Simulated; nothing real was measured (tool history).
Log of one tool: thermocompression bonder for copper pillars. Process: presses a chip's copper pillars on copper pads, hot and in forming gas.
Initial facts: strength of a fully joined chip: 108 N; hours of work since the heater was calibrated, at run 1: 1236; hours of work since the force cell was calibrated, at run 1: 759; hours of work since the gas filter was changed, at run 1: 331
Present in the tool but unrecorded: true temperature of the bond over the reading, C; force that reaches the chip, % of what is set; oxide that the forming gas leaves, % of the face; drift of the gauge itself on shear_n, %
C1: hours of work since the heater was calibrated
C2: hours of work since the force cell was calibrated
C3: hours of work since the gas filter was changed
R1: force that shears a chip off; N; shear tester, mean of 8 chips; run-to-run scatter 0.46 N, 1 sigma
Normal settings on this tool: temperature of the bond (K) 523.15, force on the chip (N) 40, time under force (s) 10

{"run": 1, "hour": 0.0, "temperature of the bond (K)": 523.15, "force on the chip (N)": 40, "time under force (s)": 10, "C1": 1236, "C2": 759, "C3": 331, "R1": 68.9}
{"run": 2, "hour": 65.9, "temperature of the bond (K)": 523.15, "force on the chip (N)": 40, "time under force (s)": 10, "C1": 1284, "C2": 807, "C3": 379, "R1": 68.7}
{"hour": 78.8, "done": "heater calibrated with a thermocouple chip"}
{"hour": 103.4, "done": "forming gas filter changed"}
{"run": 3, "hour": 160.2, "temperature of the bond (K)": 523.15, "force on the chip (N)": 40, "time under force (s)": 10, "C1": 59, "C2": 874, "C3": 42, "R1": 68.9}
{"run": 4, "hour": 220.1, "temperature of the bond (K)": 523.15, "force on the chip (N)": 40, "time under force (s)": 10, "C1": 103, "C2": 918, "C3": 85, "R1": 69}
{"run": 5, "hour": 270.1, "temperature of the bond (K)": 523.15, "force on the chip (N)": 40, "time under force (s)": 22, "C1": 140, "C2": 955, "C3": 122, "R1": 83}
{"run": 6, "hour": 315.9, "temperature of the bond (K)": 523.15, "force on the chip (N)": 40, "time under force (s)": 10, "C1": 173, "C2": 988, "C3": 155, "R1": 68.4}
{"run": 7, "hour": 375.8, "temperature of the bond (K)": 523.15, "force on the chip (N)": 40, "time under force (s)": 10, "C1": 217, "C2": 1032, "C3": 199, "R1": 67.9}
{"run": 8, "hour": 443.3, "temperature of the bond (K)": 523.15, "force on the chip (N)": 40, "time under force (s)": 10, "C1": 266, "C2": 1081, "C3": 249, "R1": 66.1}
{"run": 9, "hour": 508.8, "temperature of the bond (K)": 523.15, "force on the chip (N)": 40, "time under force (s)": 10, "C1": 314, "C2": 1129, "C3": 296, "R1": 66.2}
{"run": 10, "hour": 580.6, "temperature of the bond (K)": 523.15, "force on the chip (N)": 40, "time under force (s)": 10, "C1": 367, "C2": 1182, "C3": 349, "R1": 66}
{"run": 11, "hour": 622.3, "temperature of the bond (K)": 523.15, "force on the chip (N)": 40, "time under force (s)": 10, "C1": 397, "C2": 1212, "C3": 379, "R1": 65.2}
{"hour": 653.7, "done": "forming gas filter changed"}
{"run": 12, "hour": 701.9, "temperature of the bond (K)": 523.15, "force on the chip (N)": 40, "time under force (s)": 10, "C1": 455, "C2": 1270, "C3": 35, "R1": 70.1}
{"run": 13, "hour": 754.5, "temperature of the bond (K)": 523.15, "force on the chip (N)": 37, "time under force (s)": 10, "C1": 493, "C2": 1309, "C3": 74, "R1": 66.5}
{"run": 14, "hour": 844.8, "temperature of the bond (K)": 523.15, "force on the chip (N)": 45, "time under force (s)": 10, "C1": 559, "C2": 1375, "C3": 140, "R1": 73.6}
{"run": 15, "hour": 921.3, "temperature of the bond (K)": 523.15, "force on the chip (N)": 45, "time under force (s)": 10, "C1": 615, "C2": 1431, "C3": 196, "R1": 72.6}
{"run": 16, "hour": 1015.3, "temperature of the bond (K)": 523.15, "force on the chip (N)": 45, "time under force (s)": 10, "C1": 684, "C2": 1499, "C3": 264, "R1": 72.4}
{"run": 17, "hour": 1087.0, "temperature of the bond (K)": 516.15, "force on the chip (N)": 40, "time under force (s)": 10, "C1": 737, "C2": 1552, "C3": 317, "R1": 62.6}
{"run": 18, "hour": 1134.0, "temperature of the bond (K)": 516.15, "force on the chip (N)": 40, "time under force (s)": 10, "C1": 771, "C2": 1586, "C3": 351, "R1": 60.8}
{"run": 19, "hour": 1193.0, "temperature of the bond (K)": 546.15, "force on the chip (N)": 40, "time under force (s)": 10, "C1": 814, "C2": 1629, "C3": 394, "R1": 81.2}

What will run 20 give?
{"hour": 1209.6, "done": "forming gas filter changed"}
{"run": 20, "hour": 1247.4, "temperature of the bond (K)": 546.15, "force on the chip (N)": 40, "time under force (s)": 10, "C1": 853, "C2": 1669, "C3": 28, "R1": "?"}

R1: 88.3 N
With the hidden condition absent and the run-to-run variation left alone, this run would have shown R1 88.6 N.
